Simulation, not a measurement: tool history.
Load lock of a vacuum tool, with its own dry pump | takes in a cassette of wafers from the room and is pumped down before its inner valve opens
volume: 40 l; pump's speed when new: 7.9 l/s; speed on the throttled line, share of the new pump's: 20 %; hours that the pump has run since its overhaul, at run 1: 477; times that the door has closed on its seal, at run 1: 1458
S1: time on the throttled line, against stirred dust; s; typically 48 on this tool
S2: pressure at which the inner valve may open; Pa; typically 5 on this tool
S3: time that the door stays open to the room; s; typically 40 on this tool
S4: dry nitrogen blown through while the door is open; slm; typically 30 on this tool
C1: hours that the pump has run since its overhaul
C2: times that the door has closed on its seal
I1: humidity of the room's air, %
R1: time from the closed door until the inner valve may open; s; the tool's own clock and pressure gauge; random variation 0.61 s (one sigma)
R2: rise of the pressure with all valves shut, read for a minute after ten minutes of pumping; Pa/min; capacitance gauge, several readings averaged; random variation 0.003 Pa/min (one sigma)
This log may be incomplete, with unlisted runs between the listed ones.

run	hour	S1	S2	S3	S4	C1	C2	I1	R1	R2
1	0.0	48	5	40	30	477	1458	44.1	89.8	0.026
2	226.8	48	5	40	30	704	2151	46.5	91.5	0.026
3	378.3	48	5	40	30	856	2614	46.1	90.5	0.031
4	581.0	48	5	40	30	1058	3234	43.6	89.6	0.032
5	807.1	48	5	40	30	1284	3925	41.9	89.5	0.033
6	1043.5	48	5	40	30	1521	4647	46.9	91.3	0.036
7	1318.0	48	5	40	30	1795	5486	42.9	90.6	0.037
8	1518.8	48	5	40	30	1996	6099	43.3	92.3	0.037
9	1706.1	48	5	40	30	2183	6672	43.4	91.6	0.046
10	1830.6	48	5	40	30	2308	7052	47.8	90.3	0.043
11	1944.6	48	5	40	30	2422	7400	45.7	91.9	0.045
12	2079.6	48	5	40	30	2557	7813	45.2	92.3	0.049
13	2323.2	48	5	40	30	2800	8557	41.0	91.2	0.056
14	2537.6	48	6	105	30	3015	9212	44.1	89.8	0.067
15	2660.6	88	8	40	28	3138	9588	45.7	119.0	0.061
16	2910.0	88	10	40	24	3387	10350	40.7	119.2	0.066

Estimate the outcome of run 17 from the log above:
17	3122.4	33	4	27	16	3600	10999	45.7	?	?

R1: 82.8 s
R2: 0.068 Pa/min
If the tool had no hidden condition, the same run with the same run-to-run variation would have returned R1 79.2 s, R2 0.016 Pa/min.
